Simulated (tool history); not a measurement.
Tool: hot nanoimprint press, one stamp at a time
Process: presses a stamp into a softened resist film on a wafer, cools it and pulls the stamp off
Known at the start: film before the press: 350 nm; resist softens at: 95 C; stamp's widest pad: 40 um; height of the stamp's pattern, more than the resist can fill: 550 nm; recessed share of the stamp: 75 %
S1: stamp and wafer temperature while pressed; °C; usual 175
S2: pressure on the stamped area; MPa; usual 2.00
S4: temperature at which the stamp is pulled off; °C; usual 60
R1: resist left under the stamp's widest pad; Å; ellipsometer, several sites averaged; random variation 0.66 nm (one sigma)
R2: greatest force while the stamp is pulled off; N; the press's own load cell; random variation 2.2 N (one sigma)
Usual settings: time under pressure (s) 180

Run 1, hour 0.0: usual settings. Result: R1 1852 Å, R2 260 N.
Run 2, hour 56.3: usual settings. Result: R1 1863 Å, R2 267 N.
Run 3, hour 87.4: usual settings. Result: R1 1857 Å, R2 273 N.
Run 4, hour 119.0: usual settings but S2 1.91 MPa. Result: R1 1907 Å, R2 272 N.
Run 5, hour 185.4: usual settings but S2 1.95 MPa. Result: R1 1881 Å, R2 278 N.
At hour 197.0: stamp cleaned and given a new release coat.
Run 6, hour 219.4: usual settings but S2 1.95 MPa. Result: R1 1891 Å, R2 248 N.
Run 7, hour 263.3: usual settings but S2 1.95 MPa. Result: R1 1898 Å, R2 251 N.
At hour 301.9: plate thermocouple calibrated.
Run 8, hour 301.9: usual settings but S2 2.11 MPa. Result: R1 1849 Å, R2 253 N.
Run 9, hour 340.6: usual settings but S2 2.11 MPa, time under pressure (s) 267. Result: R1 1614 Å, R2 263 N.
Run 10, hour 390.1: usual settings but S2 2.11 MPa, time under pressure (s) 267. Result: R1 1635 Å, R2 262 N.
Run 11, hour 417.8: usual settings but S2 2.11 MPa, time under pressure (s) 267. Result: R1 1633 Å, R2 264 N.
Run 12, hour 452.1: usual settings but S2 2.11 MPa, time under pressure (s) 267. Result: R1 1612 Å, R2 270 N.
Run 13, hour 495.7: usual settings but S2 2.11 MPa, time under pressure (s) 267. Result: R1 1636 Å, R2 275 N.
At hour 504.4: plate thermocouple calibrated, once more.
Run 14, hour 563.9: usual settings but S2 2.06 MPa. Result: R1 1774 Å, R2 276 N.
At hour 615.3: stamp cleaned and given a new release coat.
Run 15, hour 635.3: usual settings but S2 2.06 MPa. Result: R1 1769 Å, R2 241 N.
Run 16, hour 683.2: usual settings but S1 170 °C, S2 1.89 MPa, time under pressure (s) 154, S4 49 °C. Result: R1 2270 Å, R2 294 N.
Run 17, hour 711.6: usual settings but S1 170 °C, S2 2.85 MPa, time under pressure (s) 154, S4 50 °C. Result: R1 1932 Å, R2 290 N.
Run 18, hour 758.1: usual settings but S1 165 °C, S2 2.85 MPa, time under pressure (s) 176, S4 50 °C. Result: R1 2215 Å, R2 297 N.
Run 19, hour 804.6: usual settings but S1 184 °C, S2 2.85 MPa, time under pressure (s) 117, S4 50 °C. Result: R1 1320 Å, R2 298 N.
Run 20, hour 837.7: usual settings but time under pressure (s) 192, S4 47 °C. Result: R1 1773 Å, R2 319 N.
Run 21, hour 895.7: usual settings but time under pressure (s) 192, S4 47 °C. Result: R1 1764 Å, R2 324 N.
Run 22, hour 933.6: usual settings but S1 168 °C, time under pressure (s) 121, S4 52 °C. Result: R1 2520 Å, R2 308 N.
Run 23, hour 974.2: usual settings but S1 168 °C, time under pressure (s) 121, S4 52 °C. Result: R1 2525 Å, R2 314 N.
At hour 1018.5: press's hydraulic seals changed and the load cell set to zero.
At hour 1035.4: stamp cleaned and given a new release coat.
Run 24, hour 1056.3: usual settings but time under pressure (s) 97, S4 63 °C. Result: R1 2185 Å, R2 233 N.
Run 25, hour 1095.0: usual settings but time under pressure (s) 254, S4 49 °C. Result: R1 1589 Å, R2 291 N.
Run 26, hour 1161.3: usual settings but S2 1.53 MPa, time under pressure (s) 196. Result: R1 1970 Å, R2 254 N.
Run 27, hour 1211.7: usual settings but S1 181 °C, S2 1.53 MPa, time under pressure (s) 293. Result: R1 1380 Å, R2 259 N.
Run 28, hour 1239.9: usual settings but S1 171 °C, S2 1.63 MPa, time under pressure (s) 168, S4 59 °C. Result: R1 2258 Å, R2 266 N.
Run 29, hour 1269.0: usual settings but S1 173 °C, S2 2.65 MPa, time under pressure (s) 287, S4 45 °C. Result: R1 1439 Å, R2 326 N.
Run 30, hour 1321.7: usual settings but S2 1.72 MPa. Result: R1 1932 Å, R2 270 N.

3 ways to go on from here, each from the tool as it stands after run 30. What would each give?
Run A, hour 1364.3: usual settings but S2 1.28 MPa, time under pressure (s) 129, S4 55 °C. Result: R1 ?, R2 ?.
Run B, hour 1364.3: usual settings but S2 2.87 MPa, time under pressure (s) 107. Result: R1 ?, R2 ?.
Run C, hour 1364.3: usual settings but S2 1.72 MPa, time under pressure (s) 108, S4 47 °C. Result: R1 ?, R2 ?.

run    R1   R2
  A  2362  295
  B  1845  277
  C  2243  335
Without the tool's hidden state the same runs would have given:
run    R1   R2
  A  2302  259
  B  1779  243
  C  2180  294

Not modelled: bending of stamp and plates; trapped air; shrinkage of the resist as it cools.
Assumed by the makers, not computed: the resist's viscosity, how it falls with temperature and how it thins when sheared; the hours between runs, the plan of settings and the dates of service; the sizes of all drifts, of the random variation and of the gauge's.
